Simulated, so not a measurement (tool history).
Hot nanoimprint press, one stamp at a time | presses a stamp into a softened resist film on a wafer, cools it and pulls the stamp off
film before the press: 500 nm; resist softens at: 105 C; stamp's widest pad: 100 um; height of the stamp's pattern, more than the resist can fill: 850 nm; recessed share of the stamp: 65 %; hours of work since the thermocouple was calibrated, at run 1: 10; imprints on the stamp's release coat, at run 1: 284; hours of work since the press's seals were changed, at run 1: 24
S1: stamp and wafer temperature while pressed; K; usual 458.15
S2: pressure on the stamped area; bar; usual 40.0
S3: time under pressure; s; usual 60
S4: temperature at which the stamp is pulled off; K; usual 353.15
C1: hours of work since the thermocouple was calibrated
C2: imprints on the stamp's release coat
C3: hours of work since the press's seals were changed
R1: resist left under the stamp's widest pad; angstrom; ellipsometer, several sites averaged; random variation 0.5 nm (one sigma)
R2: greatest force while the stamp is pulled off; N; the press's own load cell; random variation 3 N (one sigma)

{"run": 1, "hour": 0.0, "S1": 458.15, "S2": 40.0, "S3": 60, "S4": 353.15, "C1": 10, "C2": 284, "C3": 24, "R1": 2074, "R2": 199}
{"run": 2, "hour": 16.5, "S1": 454.15, "S2": 40.0, "S3": 60, "S4": 353.15, "C1": 17, "C2": 310, "C3": 32, "R1": 2397, "R2": 189}
{"run": 3, "hour": 31.9, "S1": 458.15, "S2": 48.6, "S3": 60, "S4": 353.15, "C1": 24, "C2": 334, "C3": 38, "R1": 1896, "R2": 197}
{"run": 4, "hour": 45.7, "S1": 458.15, "S2": 48.6, "S3": 60, "S4": 353.15, "C1": 30, "C2": 355, "C3": 45, "R1": 1891, "R2": 190}
{"run": 5, "hour": 54.7, "S1": 458.15, "S2": 48.6, "S3": 60, "S4": 353.15, "C1": 34, "C2": 369, "C3": 49, "R1": 1896, "R2": 196}
{"run": 6, "hour": 74.6, "S1": 458.15, "S2": 48.6, "S3": 60, "S4": 353.15, "C1": 43, "C2": 400, "C3": 57, "R1": 1889, "R2": 191}
{"run": 7, "hour": 86.8, "S1": 458.15, "S2": 48.6, "S3": 60, "S4": 353.15, "C1": 48, "C2": 419, "C3": 63, "R1": 1906, "R2": 191}
{"run": 8, "hour": 105.8, "S1": 465.15, "S2": 40.0, "S3": 60, "S4": 353.15, "C1": 57, "C2": 449, "C3": 71, "R1": 1657, "R2": 198}
{"run": 9, "hour": 123.6, "S1": 465.15, "S2": 51.7, "S3": 60, "S4": 353.15, "C1": 65, "C2": 477, "C3": 79, "R1": 1436, "R2": 196}
{"run": 10, "hour": 135.5, "S1": 465.15, "S2": 51.7, "S3": 60, "S4": 353.15, "C1": 70, "C2": 495, "C3": 85, "R1": 1437, "R2": 197}
{"run": 11, "hour": 150.9, "S1": 465.15, "S2": 51.7, "S3": 60, "S4": 353.15, "C1": 77, "C2": 519, "C3": 91, "R1": 1447, "R2": 195}
{"run": 12, "hour": 170.0, "S1": 465.15, "S2": 51.7, "S3": 60, "S4": 353.15, "C1": 85, "C2": 549, "C3": 100, "R1": 1447, "R2": 192}
{"run": 13, "hour": 188.0, "S1": 458.15, "S2": 40.0, "S3": 60, "S4": 353.15, "C1": 93, "C2": 577, "C3": 108, "R1": 2101, "R2": 191}
{"run": 14, "hour": 196.2, "S1": 458.15, "S2": 40.0, "S3": 60, "S4": 353.15, "C1": 97, "C2": 590, "C3": 112, "R1": 2101, "R2": 200}
{"run": 15, "hour": 213.6, "S1": 458.15, "S2": 40.0, "S3": 60, "S4": 353.15, "C1": 105, "C2": 617, "C3": 119, "R1": 2107, "R2": 191}
{"run": 16, "hour": 232.4, "S1": 458.15, "S2": 40.0, "S3": 60, "S4": 353.15, "C1": 113, "C2": 646, "C3": 128, "R1": 2109, "R2": 195}
{"run": 17, "hour": 250.6, "S1": 449.15, "S2": 38.5, "S3": 74, "S4": 344.15, "C1": 121, "C2": 675, "C3": 136, "R1": 2726, "R2": 227}
{"run": 18, "hour": 270.2, "S1": 458.15, "S2": 47.6, "S3": 60, "S4": 353.15, "C1": 130, "C2": 705, "C3": 145, "R1": 1936, "R2": 201}
{"run": 19, "hour": 284.1, "S1": 466.15, "S2": 42.8, "S3": 36, "S4": 342.15, "C1": 136, "C2": 727, "C3": 151, "R1": 1905, "R2": 234}
{"run": 20, "hour": 302.4, "S1": 457.15, "S2": 57.8, "S3": 36, "S4": 342.15, "C1": 144, "C2": 756, "C3": 159, "R1": 2214, "R2": 232}
{"run": 21, "hour": 312.4, "S1": 457.15, "S2": 57.8, "S3": 36, "S4": 342.15, "C1": 149, "C2": 771, "C3": 163, "R1": 2201, "R2": 243}
{"run": 22, "hour": 328.6, "S1": 457.15, "S2": 57.8, "S3": 36, "S4": 342.15, "C1": 156, "C2": 796, "C3": 171, "R1": 2216, "R2": 234}
{"run": 23, "hour": 338.3, "S1": 465.15, "S2": 27.6, "S3": 41, "S4": 353.15, "C1": 160, "C2": 812, "C3": 175, "R1": 2334, "R2": 199}
{"run": 24, "hour": 356.0, "S1": 447.15, "S2": 25.1, "S3": 90, "S4": 353.15, "C1": 168, "C2": 839, "C3": 183, "R1": 3282, "R2": 196}
{"run": 25, "hour": 367.8, "S1": 447.15, "S2": 25.1, "S3": 90, "S4": 353.15, "C1": 174, "C2": 858, "C3": 188, "R1": 3288, "R2": 192}
{"run": 26, "hour": 384.3, "S1": 455.15, "S2": 25.1, "S3": 90, "S4": 360.15, "C1": 181, "C2": 883, "C3": 195, "R1": 2539, "R2": 169}
{"hour": 387.2, "done": "gauge calibrated"}
{"run": 27, "hour": 398.1, "S1": 455.15, "S2": 25.1, "S3": 90, "S4": 360.15, "C1": 187, "C2": 905, "C3": 202, "R1": 2482, "R2": 165}
{"run": 28, "hour": 414.4, "S1": 458.15, "S2": 51.0, "S3": 58, "S4": 346.15, "C1": 194, "C2": 930, "C3": 209, "R1": 1870, "R2": 227}
{"run": 29, "hour": 431.3, "S1": 465.15, "S2": 63.4, "S3": 52, "S4": 356.15, "C1": 202, "C2": 957, "C3": 216, "R1": 1361, "R2": 187}

Hidden state or all else? Some run-to-run changes of R1, split into what the settings, what came in and random variation would give without the hidden state, and what is left for the hidden state (with any gauge scatter that isn't in both results):
The hidden state here: true temperature over the reading, C; pressure that arrives at the usual setting, %; grip of the stamp's worn release coat, % over a new coat's; drift of the gauge itself on residual_nm, %; drift of the gauge itself on pull_off_n, %.
Run 17 -> 18: S1 449.15 -> 458.15, S2 38.5 -> 47.6, S3 74 -> 60, S4 344.15 -> 353.15. R1 -790 angstrom: hidden state -8, all else -782.
Run 23 -> 24: S1 465.15 -> 447.15, S2 27.6 -> 25.1, S3 41 -> 90. R1 +948 angstrom: hidden state +20, all else +928.
Run 26 -> 27: gauge calibrated. R1 -57 angstrom: hidden state -52, all else -5.
